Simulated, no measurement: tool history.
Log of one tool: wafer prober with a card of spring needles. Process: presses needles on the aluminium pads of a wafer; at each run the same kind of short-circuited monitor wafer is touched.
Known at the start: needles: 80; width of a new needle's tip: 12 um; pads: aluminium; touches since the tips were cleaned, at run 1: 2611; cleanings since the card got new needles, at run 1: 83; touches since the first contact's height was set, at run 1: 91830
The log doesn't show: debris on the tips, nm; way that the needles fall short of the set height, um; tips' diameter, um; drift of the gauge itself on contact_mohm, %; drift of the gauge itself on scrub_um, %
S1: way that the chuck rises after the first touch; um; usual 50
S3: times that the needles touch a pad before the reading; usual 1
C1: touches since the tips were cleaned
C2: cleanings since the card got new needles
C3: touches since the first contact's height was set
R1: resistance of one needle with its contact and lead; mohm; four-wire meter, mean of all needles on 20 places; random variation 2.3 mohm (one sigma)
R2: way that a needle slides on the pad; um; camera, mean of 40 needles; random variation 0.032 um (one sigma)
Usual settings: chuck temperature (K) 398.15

{"run": 1, "day": 0.0, "S1": 50, "chuck temperature (K)": 398.15, "S3": 1, "C1": 2611, "C2": 83, "C3": 91830, "R1": 300, "R2": 11.83}
{"day": 0.558, "done": "tips cleaned on abrasive film"}
{"run": 2, "day": 1.017, "S1": 50, "chuck temperature (K)": 398.15, "S3": 1, "C1": 5973, "C2": 84, "C3": 105086, "R1": 320, "R2": 11.77}
{"day": 1.171, "done": "tips cleaned on abrasive film"}
{"day": 1.821, "done": "tips cleaned on abrasive film"}
{"run": 3, "day": 1.821, "S1": 67, "chuck temperature (K)": 398.15, "S3": 1, "C1": 0, "C2": 86, "C3": 115510, "R1": 255, "R2": 15.79}
{"day": 2.542, "done": "tips cleaned on abrasive film"}
{"day": 3.154, "done": "tips cleaned on abrasive film"}
{"run": 4, "day": 3.375, "S1": 67, "chuck temperature (K)": 398.15, "S3": 1, "C1": 2906, "C2": 88, "C3": 135744, "R1": 283, "R2": 15.8}
{"day": 3.812, "done": "tips cleaned on abrasive film"}
{"day": 4.492, "done": "tips cleaned on abrasive film"}
{"run": 5, "day": 4.788, "S1": 67, "chuck temperature (K)": 398.15, "S3": 1, "C1": 3916, "C2": 90, "C3": 154162, "R1": 294, "R2": 15.75}
{"day": 5.217, "done": "tips cleaned on abrasive film"}
{"day": 5.8, "done": "height of the first contact set anew"}
{"run": 6, "day": 5.8, "S1": 67, "chuck temperature (K)": 398.15, "S3": 1, "C1": 7472, "C2": 91, "C3": 0, "R1": 303, "R2": 15.72}
{"day": 5.925, "done": "tips cleaned on abrasive film"}
{"day": 6.646, "done": "tips cleaned on abrasive film"}
{"run": 7, "day": 6.992, "S1": 67, "chuck temperature (K)": 398.15, "S3": 1, "C1": 4535, "C2": 93, "C3": 15515, "R1": 296, "R2": 15.71}
{"day": 7.262, "done": "tips cleaned on abrasive film"}
{"day": 7.908, "done": "tips cleaned on abrasive film"}
{"run": 8, "day": 8.392, "S1": 67, "chuck temperature (K)": 398.15, "S3": 2, "C1": 6354, "C2": 95, "C3": 33730, "R1": 286, "R2": 15.59}
{"day": 8.538, "done": "tips cleaned on abrasive film"}
{"day": 9.221, "done": "tips cleaned on abrasive film"}
{"day": 9.938, "done": "tips cleaned on abrasive film"}
{"run": 9, "day": 10.004, "S1": 50, "chuck temperature (K)": 353.15, "S3": 1, "C1": 912, "C2": 98, "C3": 54703, "R1": 277, "R2": 11.53}
{"day": 10.604, "done": "tips cleaned on abrasive film"}
{"day": 11.221, "done": "tips cleaned on abrasive film"}
{"run": 10, "day": 11.683, "S1": 50, "chuck temperature (K)": 398.15, "S3": 1, "C1": 6094, "C2": 100, "C3": 76587, "R1": 335, "R2": 11.49}
{"day": 11.954, "done": "tips cleaned on abrasive film"}
{"run": 11, "day": 12.529, "S1": 50, "chuck temperature (K)": 317.15, "S3": 1, "C1": 7479, "C2": 101, "C3": 87563, "R1": 336, "R2": 11.51}
{"day": 12.683, "done": "tips cleaned on abrasive film"}
{"day": 13.325, "done": "tips cleaned on abrasive film"}
{"day": 13.583, "done": "height of the first contact set anew, once more"}
{"day": 13.996, "done": "tips cleaned on abrasive film"}
{"run": 12, "day": 14.088, "S1": 50, "chuck temperature (K)": 398.15, "S3": 1, "C1": 1206, "C2": 104, "C3": 6507, "R1": 277, "R2": 11.92}
{"day": 14.671, "done": "tips cleaned on abrasive film"}
{"run": 13, "day": 15.242, "S1": 50, "chuck temperature (K)": 398.15, "S3": 1, "C1": 7510, "C2": 105, "C3": 21591, "R1": 334, "R2": 12.0}
{"day": 15.396, "done": "tips cleaned on abrasive film"}
{"day": 16.079, "done": "tips cleaned on abrasive film"}
{"run": 14, "day": 16.646, "S1": 50, "chuck temperature (K)": 398.15, "S3": 2, "C1": 7427, "C2": 107, "C3": 39853, "R1": 302, "R2": 11.91}
{"day": 16.746, "done": "tips cleaned on abrasive film"}
{"day": 17.488, "done": "tips cleaned on abrasive film"}
{"run": 15, "day": 17.588, "S1": 50, "chuck temperature (K)": 398.15, "S3": 2, "C1": 1319, "C2": 109, "C3": 52104, "R1": 279, "R2": 11.87}
{"day": 18.154, "done": "tips cleaned on abrasive film"}
{"run": 16, "day": 18.675, "S1": 50, "chuck temperature (K)": 398.15, "S3": 2, "C1": 6825, "C2": 110, "C3": 66284, "R1": 302, "R2": 11.86}
{"day": 18.908, "done": "tips cleaned on abrasive film"}
{"day": 19.562, "done": "tips cleaned on abrasive film"}
{"day": 20.192, "done": "tips cleaned on abrasive film"}
{"run": 17, "day": 20.317, "S1": 65, "chuck temperature (K)": 331.15, "S3": 1, "C1": 1657, "C2": 113, "C3": 87629, "R1": 266, "R2": 15.42}
{"day": 20.912, "done": "tips cleaned on abrasive film"}
{"run": 18, "day": 21.283, "S1": 65, "chuck temperature (K)": 331.15, "S3": 1, "C1": 4823, "C2": 114, "C3": 100191, "R1": 287, "R2": 15.34}
{"day": 21.629, "done": "tips cleaned on abrasive film"}
{"day": 22.283, "done": "tips cleaned on abrasive film"}
{"run": 19, "day": 22.842, "S1": 50, "chuck temperature (K)": 307.15, "S3": 2, "C1": 7321, "C2": 116, "C3": 120495, "R1": 290, "R2": 11.72}
{"day": 22.975, "done": "tips cleaned on abrasive film"}
{"day": 23.617, "done": "tips cleaned on abrasive film"}
{"run": 20, "day": 24.029, "S1": 57, "chuck temperature (K)": 304.15, "S3": 2, "C1": 5414, "C2": 118, "C3": 135980, "R1": 272, "R2": 13.31}

Run 21 comes next. What will it give?
{"day": 24.3, "done": "tips cleaned on abrasive film"}
{"day": 25.0, "done": "tips cleaned on abrasive film"}
{"run": 21, "day": 25.0, "S1": 57, "chuck temperature (K)": 329.15, "S3": 2, "C1": 0, "C2": 120, "C3": 148569, "R1": "?", "R2": "?"}

Run 21 gave R1 241 mohm, R2 13.33 um.
Without the tool's hidden state the same run would have given R1 236 mohm, R2 13.63 um.

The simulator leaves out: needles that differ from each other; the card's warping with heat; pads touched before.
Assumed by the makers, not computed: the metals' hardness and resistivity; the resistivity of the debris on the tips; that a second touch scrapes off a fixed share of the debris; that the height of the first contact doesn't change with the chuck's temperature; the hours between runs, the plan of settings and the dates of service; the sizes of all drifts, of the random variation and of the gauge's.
